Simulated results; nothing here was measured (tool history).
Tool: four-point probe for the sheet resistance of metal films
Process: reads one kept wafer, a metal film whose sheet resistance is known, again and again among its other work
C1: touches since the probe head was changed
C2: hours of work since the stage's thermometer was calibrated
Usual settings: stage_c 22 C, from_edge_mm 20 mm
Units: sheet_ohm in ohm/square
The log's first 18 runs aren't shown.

{"run": 19, "hour": 819.8, "stage_c": 30, "from_edge_mm": 22, "C1": 54533, "C2": 895, "sheet_ohm": 0.029809}
{"run": 20, "hour": 849.5, "stage_c": 32, "from_edge_mm": 15, "C1": 55529, "C2": 918, "sheet_ohm": 0.029822}
{"run": 21, "hour": 876.7, "stage_c": 32, "from_edge_mm": 36, "C1": 56441, "C2": 939, "sheet_ohm": 0.029808}
{"run": 22, "hour": 941.9, "stage_c": 20, "from_edge_mm": 18, "C1": 58623, "C2": 991, "sheet_ohm": 0.02974}
{"run": 23, "hour": 990.5, "stage_c": 21, "from_edge_mm": 3, "C1": 60249, "C2": 1029, "sheet_ohm": 0.030174}
{"run": 24, "hour": 1019.5, "stage_c": 29, "from_edge_mm": 68, "C1": 61219, "C2": 1052, "sheet_ohm": 0.02978}
{"run": 25, "hour": 1063.0, "stage_c": 33, "from_edge_mm": 58, "C1": 62676, "C2": 1086, "sheet_ohm": 0.029784}
{"run": 26, "hour": 1121.3, "stage_c": 26, "from_edge_mm": 15, "C1": 64630, "C2": 1132, "sheet_ohm": 0.029772}
{"run": 27, "hour": 1187.1, "stage_c": 26, "from_edge_mm": 15, "C1": 66832, "C2": 1184, "sheet_ohm": 0.029759}
{"run": 28, "hour": 1221.8, "stage_c": 26, "from_edge_mm": 50, "C1": 67992, "C2": 1211, "sheet_ohm": 0.029753}
{"run": 29, "hour": 1287.7, "stage_c": 21, "from_edge_mm": 16, "C1": 70198, "C2": 1263, "sheet_ohm": 0.029732}
{"run": 30, "hour": 1338.4, "stage_c": 22, "from_edge_mm": 5, "C1": 71896, "C2": 1303, "sheet_ohm": 0.029869}
{"run": 31, "hour": 1366.5, "stage_c": 22, "from_edge_mm": 5, "C1": 72839, "C2": 1325, "sheet_ohm": 0.029874}
{"run": 32, "hour": 1428.6, "stage_c": 22, "from_edge_mm": 59, "C1": 74918, "C2": 1374, "sheet_ohm": 0.029691}

Forecast each of these 5 alternatives for the next run:
{"run": "A", "hour": 1494.4, "stage_c": 22, "from_edge_mm": 9, "C1": 77119, "C2": 1426, "sheet_ohm": "?"}
{"run": "B", "hour": 1494.4, "stage_c": 29, "from_edge_mm": 15, "C1": 77119, "C2": 1426, "sheet_ohm": "?"}
{"run": "C", "hour": 1494.4, "stage_c": 22, "from_edge_mm": 6, "C1": 77119, "C2": 1426, "sheet_ohm": "?"}
{"run": "D", "hour": 1494.4, "stage_c": 29, "from_edge_mm": 32, "C1": 77119, "C2": 1426, "sheet_ohm": "?"}
{"run": "E", "hour": 1494.4, "stage_c": 24, "from_edge_mm": 13, "C1": 77119, "C2": 1426, "sheet_ohm": "?"}

run=A sheet_ohm=0.029738
run=B sheet_ohm=0.029757
run=C sheet_ohm=0.029795
run=D sheet_ohm=0.029736
run=E sheet_ohm=0.029724
Without the tool's hidden state the same runs would have given:
run=A sheet_ohm=0.030041
run=B sheet_ohm=0.030060
run=C sheet_ohm=0.030100
run=D sheet_ohm=0.030039
run=E sheet_ohm=0.030028
